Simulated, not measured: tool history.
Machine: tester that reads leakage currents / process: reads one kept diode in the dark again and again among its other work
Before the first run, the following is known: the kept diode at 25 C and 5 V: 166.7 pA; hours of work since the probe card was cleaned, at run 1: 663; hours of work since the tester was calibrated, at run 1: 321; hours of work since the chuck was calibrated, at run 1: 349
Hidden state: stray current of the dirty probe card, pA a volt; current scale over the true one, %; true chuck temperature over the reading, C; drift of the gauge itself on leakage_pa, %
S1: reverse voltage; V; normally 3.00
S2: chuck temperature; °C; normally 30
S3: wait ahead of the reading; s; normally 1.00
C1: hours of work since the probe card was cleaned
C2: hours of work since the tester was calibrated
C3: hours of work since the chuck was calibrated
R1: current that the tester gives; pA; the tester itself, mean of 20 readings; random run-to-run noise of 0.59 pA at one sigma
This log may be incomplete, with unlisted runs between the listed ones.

| run | hour | S1 | S2 | S3 | C1 | C2 | C3 | R1 |
|---|---|---|---|---|---|---|---|---|
| 1 | 0.0 | 3.00 | 30 | 1.00 | 663 | 321 | 349 | 193.42 |
| 2 | 26.4 | 3.00 | 30 | 1.00 | 680 | 338 | 367 | 194.25 |
| 3 | 42.0 | 3.00 | 30 | 1.00 | 690 | 349 | 377 | 194.06 |
| 4 | 68.4 | 3.00 | 30 | 0.47 | 708 | 366 | 394 | 194.94 |
| 5 | 100.8 | 3.00 | 30 | 0.47 | 729 | 387 | 416 | 195.85 |
| 6 | 122.8 | 3.00 | 30 | 0.47 | 744 | 402 | 430 | 194.10 |
| 7 | 149.4 | 3.00 | 30 | 0.47 | 761 | 419 | 448 | 195.56 |
| 8 | 171.4 | 4.51 | 30 | 1.00 | 776 | 434 | 462 | 237.27 |
| 9 | 200.2 | 4.51 | 30 | 1.00 | 795 | 453 | 481 | 237.08 |
| 10 | 232.6 | 4.51 | 30 | 1.00 | 816 | 474 | 503 | 236.39 |
| 11 | 254.7 | 4.51 | 30 | 1.00 | 830 | 489 | 517 | 236.61 |
| 12 | 284.1 | 4.51 | 30 | 1.00 | 850 | 508 | 537 | 237.53 |
| 13 | 297.6 | 3.00 | 30 | 3.12 | 859 | 517 | 546 | 193.61 |
|  | 319.9 | chuck's temperature calibrated |
| 14 | 326.7 | 3.00 | 30 | 3.12 | 877 | 535 | 4 | 194.48 |
| 15 | 353.7 | 3.00 | 30 | 3.12 | 894 | 553 | 22 | 193.77 |
| 16 | 377.3 | 3.00 | 30 | 9.73 | 910 | 568 | 38 | 193.21 |
| 17 | 395.6 | 1.97 | 30 | 1.00 | 922 | 580 | 50 | 158.33 |
| 18 | 415.4 | 3.00 | 30 | 1.00 | 935 | 593 | 63 | 194.93 |
| 19 | 438.3 | 3.00 | 30 | 1.00 | 950 | 609 | 78 | 194.64 |
| 20 | 459.5 | 3.00 | 30 | 1.00 | 964 | 623 | 92 | 194.61 |
| 21 | 472.8 | 3.00 | 58 | 1.00 | 973 | 631 | 101 | 1441.28 |
| 22 | 495.5 | 8.20 | 58 | 1.27 | 988 | 646 | 116 | 2353.74 |
| 23 | 527.5 | 8.20 | 58 | 1.27 | 1009 | 667 | 137 | 2356.70 |
| 24 | 552.0 | 1.83 | 32 | 2.77 | 1025 | 684 | 153 | 176.91 |
| 25 | 574.6 | 1.83 | 41 | 5.31 | 1040 | 698 | 168 | 349.65 |
| 26 | 590.4 | 1.60 | 27 | 1.86 | 1050 | 709 | 178 | 112.41 |
| 27 | 612.4 | 2.76 | 59 | 1.86 | 1065 | 723 | 193 | 1476.20 |
| 28 | 629.5 | 3.00 | 30 | 1.58 | 1076 | 735 | 204 | 193.74 |
| 29 | 657.6 | 19.20 | 38 | 0.83 | 1095 | 753 | 223 | 893.92 |
| 30 | 682.0 | 1.79 | 36 | 2.25 | 1111 | 769 | 239 | 236.84 |
| 31 | 713.9 | 1.35 | 31 | 2.25 | 1132 | 790 | 260 | 141.84 |
| 32 | 739.1 | 11.22 | 53 | 0.69 | 1148 | 807 | 276 | 1972.90 |
| 33 | 764.9 | 1.43 | 41 | 5.82 | 1166 | 824 | 293 | 309.77 |
| 34 | 778.1 | 3.00 | 21 | 2.85 | 1174 | 833 | 302 | 92.92 |
| 35 | 792.2 | 13.75 | 30 | 1.38 | 1184 | 842 | 311 | 410.35 |
| 36 | 811.3 | 14.85 | 43 | 0.89 | 1196 | 854 | 324 | 1131.67 |
| 37 | 837.5 | 8.78 | 30 | 1.00 | 1213 | 872 | 341 | 330.34 |
| 38 | 862.3 | 6.34 | 50 | 1.00 | 1230 | 888 | 358 | 1213.20 |
| 39 | 875.6 | 1.79 | 35 | 0.30 | 1238 | 897 | 366 | 222.94 |
| 40 | 891.0 | 1.79 | 33 | 1.46 | 1249 | 907 | 376 | 190.08 |
| 41 | 918.9 | 18.31 | 24 | 5.14 | 1267 | 925 | 395 | 292.43 |

What if the next run were any one of these 3? Each begins from the tool's condition after run 41:
| A | 948.1 | 18.31 | 52 | 4.19 | 1286 | 945 | 414 | ? |
| B | 948.1 | 1.75 | 30 | 3.06 | 1286 | 945 | 414 | ? |
| C | 948.1 | 18.31 | 47 | 5.14 | 1286 | 945 | 414 | ? |

| run | R1 |
|---|---|
| A | 2348.59 |
| B | 148.73 |
| C | 1645.34 |
With the hidden condition removed and each run's random variation left untouched, the same runs would have given:
| run | R1 |
|---|---|
| A | 2354.43 |
| B | 149.15 |
| C | 1649.53 |

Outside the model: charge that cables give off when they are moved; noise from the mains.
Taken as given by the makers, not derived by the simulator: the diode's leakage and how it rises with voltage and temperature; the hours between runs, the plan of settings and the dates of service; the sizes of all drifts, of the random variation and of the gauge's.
